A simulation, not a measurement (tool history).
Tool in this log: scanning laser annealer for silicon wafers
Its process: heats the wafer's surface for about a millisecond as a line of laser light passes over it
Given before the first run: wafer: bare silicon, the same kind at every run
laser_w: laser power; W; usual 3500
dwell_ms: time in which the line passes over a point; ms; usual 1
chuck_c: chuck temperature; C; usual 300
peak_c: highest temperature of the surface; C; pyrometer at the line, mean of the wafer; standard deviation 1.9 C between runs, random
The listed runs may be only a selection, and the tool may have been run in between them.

run     day  laser_w  dwell_ms  chuck_c  peak_c
  1       0     3500         1      300    1092
  2   1.488     3500         1      336    1127
  3   3.075     3500         1      336    1127
  4   4.742     3500         1      336    1125
  5    6.15     3500         1      336    1126
  6   7.825     3500         1      336    1121
      8.042  -- laser's power meter calibrated
  7   9.075     3500         1      336    1120
  8  10.079     3500         1      336    1121
  9  11.396     3500         1      333    1117
 10  13.338     3500         1      300    1088
 11  14.933     3500      1.17      287    1132
       15.7  -- laser's power meter calibrated, once more
 12   16.95     3500      1.17      287    1133
 13  18.983     3500      0.94      287    1044
 14  19.867     3208      0.99      300    1003
 15  21.317     3208      0.99      300    1002
 16   22.95     3360         1      277    1019
 17  24.642     3360         1      277    1019
 18  25.779     3618      0.75      317    1012
 19  27.154     3618      0.75      317    1008

Same runs, no hidden state in the tool, same run-to-run variation:
The tool's hidden condition here consists of: light that passes the window, % of a clean one's; laser's true power over the reading, %; width of the line over the set one, %; drift of the gauge itself on peak_c, C.
run  peak_c
  1    1107
  2    1144
  3    1145
  4    1144
  5    1146
  6    1142
  7    1143
  8    1144
  9    1142
 10    1114
 11    1161
 12    1162
 13    1071
 14    1030
 15    1030
 16    1049
 17    1050
 18    1042
 19    1039

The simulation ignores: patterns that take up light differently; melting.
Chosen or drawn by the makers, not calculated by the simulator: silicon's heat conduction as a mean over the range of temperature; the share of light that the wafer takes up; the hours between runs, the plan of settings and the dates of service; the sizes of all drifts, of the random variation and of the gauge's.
